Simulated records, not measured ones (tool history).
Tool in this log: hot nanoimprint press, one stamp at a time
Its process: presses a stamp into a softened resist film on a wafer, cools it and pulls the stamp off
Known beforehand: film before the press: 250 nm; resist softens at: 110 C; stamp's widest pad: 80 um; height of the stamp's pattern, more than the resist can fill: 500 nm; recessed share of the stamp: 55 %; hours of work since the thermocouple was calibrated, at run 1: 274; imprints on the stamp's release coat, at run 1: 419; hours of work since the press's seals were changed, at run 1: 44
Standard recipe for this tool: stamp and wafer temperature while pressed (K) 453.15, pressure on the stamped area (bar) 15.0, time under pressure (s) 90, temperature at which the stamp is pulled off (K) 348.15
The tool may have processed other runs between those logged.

run	day	stamp and wafer temperature while pressed (K)	pressure on the stamped area (bar)	time under pressure (s)	temperature at which the stamp is pulled off (K)	hours of work since the thermocouple was calibrated	imprints on the stamp's release coat	hours of work since the press's seals were changed	resist left under the stamp's widest pad (nm)	greatest force while the stamp is pulled off (N)
1	0.000	453.15	15.0	90	348.15	274	419	44	122.7	199
2	2.608	453.15	15.0	90	348.15	323	589	93	121.9	206
3	4.688	453.15	15.0	90	348.15	362	725	132	120.4	207
4	8.358	453.15	15.0	90	348.15	431	964	201	118.5	217
# day 9.283: plate thermocouple calibrated
# day 10.308: stamp cleaned and given a new release coat
5	10.875	453.15	15.0	90	348.15	25	37	242	129.6	202
6	13.921	451.15	15.0	90	348.15	83	236	299	142.3	202
7	17.221	451.15	15.0	90	348.15	145	451	361	141.1	204
8	19.608	453.15	15.0	90	348.15	190	607	406	128.4	216
9	21.367	453.15	15.0	90	348.15	223	722	439	124.8	207
10	23.388	453.15	15.0	90	348.15	261	854	477	126.0	217
11	25.917	453.15	15.0	90	348.15	308	1019	525	125.1	218
# day 26.888: stamp cleaned and given a new release coat
12	29.008	453.15	15.0	90	348.15	362	139	578	122.7	199
13	32.708	453.15	15.0	90	348.15	431	380	648	122.2	204
# day 33.667: plate thermocouple calibrated
14	34.629	453.15	15.0	90	348.15	18	497	681	132.9	209
15	37.379	453.15	15.0	90	348.15	70	677	733	129.9	220
16	41.067	451.15	15.4	90	348.15	139	918	803	140.0	226
# day 43.562: stamp cleaned and given a new release coat
17	45.167	444.15	15.0	90	348.15	212	105	875	183.4	201
18	48.917	444.15	15.0	90	348.15	282	350	945	180.3	208
19	50.879	444.15	15.0	90	348.15	319	478	982	181.7	207
20	53.046	449.15	15.0	90	345.15	360	619	1023	147.5	216
# day 54.292: press's hydraulic seals changed and the load cell set to zero
21	56.821	459.15	15.0	75	348.15	425	844	48	95.4	218
# day 58.325: plate thermocouple calibrated
# day 60.625: stamp cleaned and given a new release coat
22	60.688	449.15	14.3	47	341.15	40	4	113	185.2	199
23	63.821	449.15	14.3	47	341.15	99	209	172	183.1	215
24	66.362	449.15	14.3	47	334.15	147	375	220	180.1	237
25	69.846	456.15	12.3	47	334.15	212	602	286	148.5	238
26	73.525	443.15	14.8	64	336.15	281	842	355	201.3	246
# day 77.296: stamp cleaned and given a new release coat
27	77.975	443.15	15.2	175	347.15	360	44	434	153.4	194
28	81.567	461.15	15.2	55	334.15	428	279	501	99.4	231
# day 82.954: plate thermocouple calibrated
29	83.600	456.15	20.4	95	345.15	12	404	537	97.2	220
30	86.754	447.15	11.6	95	345.15	71	609	597	181.0	220

Alternative continuations, all from the tool just after run 30; predict every row:
A	89.108	461.15	15.0	90	350.15	116	763	641	?	?
B	89.108	447.15	11.6	95	345.15	116	763	641	?	?
C	89.108	456.15	11.6	95	345.15	116	763	641	?	?
D	89.108	448.15	11.6	130	345.15	116	763	641	?	?

run	resist left under the stamp's widest pad (nm)	greatest force while the stamp is pulled off (N)
A	89.7	213
B	178.5	229
C	126.3	217
D	160.2	223
With no hidden state in the tool, these same runs would have given:
run	resist left under the stamp's widest pad (nm)	greatest force while the stamp is pulled off (N)
A	89.4	193
B	179.3	208
C	126.6	197
D	160.9	202
